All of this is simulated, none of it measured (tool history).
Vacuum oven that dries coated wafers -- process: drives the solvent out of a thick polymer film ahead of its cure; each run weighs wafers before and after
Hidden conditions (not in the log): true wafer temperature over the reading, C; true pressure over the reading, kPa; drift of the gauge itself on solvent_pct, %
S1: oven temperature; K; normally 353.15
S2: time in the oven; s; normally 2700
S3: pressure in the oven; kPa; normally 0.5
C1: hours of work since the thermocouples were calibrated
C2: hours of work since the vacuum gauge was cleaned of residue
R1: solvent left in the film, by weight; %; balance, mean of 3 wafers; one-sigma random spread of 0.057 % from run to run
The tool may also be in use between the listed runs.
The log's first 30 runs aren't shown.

run     day      S1    S2     S3   C1    C2     R1
 31  38.988  353.15  3300    0.5   58  1209   2.37
 32  40.446  352.15  1620  0.664   82  1233   6.04
 33    41.7  352.15  1620  0.664  103  1254   6.05
 34    42.9  353.15  4200  1.351  123  1274   2.37
 35  44.021  357.15  2040    0.5  142  1293   2.84
 36  44.783  353.15  1560  0.369  154  1305   5.51
 37  46.046  353.15  1860  0.369  176  1327   4.71
 38  47.888  353.15  1860  0.369  206  1357    4.7
 39  49.483  354.15  1440  0.417  233  1384   5.49
 40  51.104  338.15  2400  0.276  260  1411    9.7
 41  52.379  338.15  1620  0.276  281  1432  11.22
 42  53.975  338.15  2340  0.276  308  1459   9.72
 43  55.267  338.15  2340  0.276  329  1480   9.76
 44  56.671  353.15  2220  0.286  353  1504   3.68
 45  57.529  341.15  1380  1.748  367  1518  11.62
 46  58.742  360.15  3960  1.748  387  1538   1.59
 47  59.762  360.15  3960  1.748  404  1555   1.63
 48  60.812  360.15  2880  1.245  422  1573   1.72

Forecast each of these 3 alternatives for the next run:
  A  61.921  358.15  3840  0.971  440  1591   ?
  B  61.921  353.15  2700    0.3  440  1591   ?
  C  61.921  360.15  2880  1.249  440  1591   ?

run    R1
  A  1.28
  B  2.87
  C  1.61
Without the tool's hidden state the same runs would have given:
run    R1
  A  0.98
  B  2.76
  C  1.37
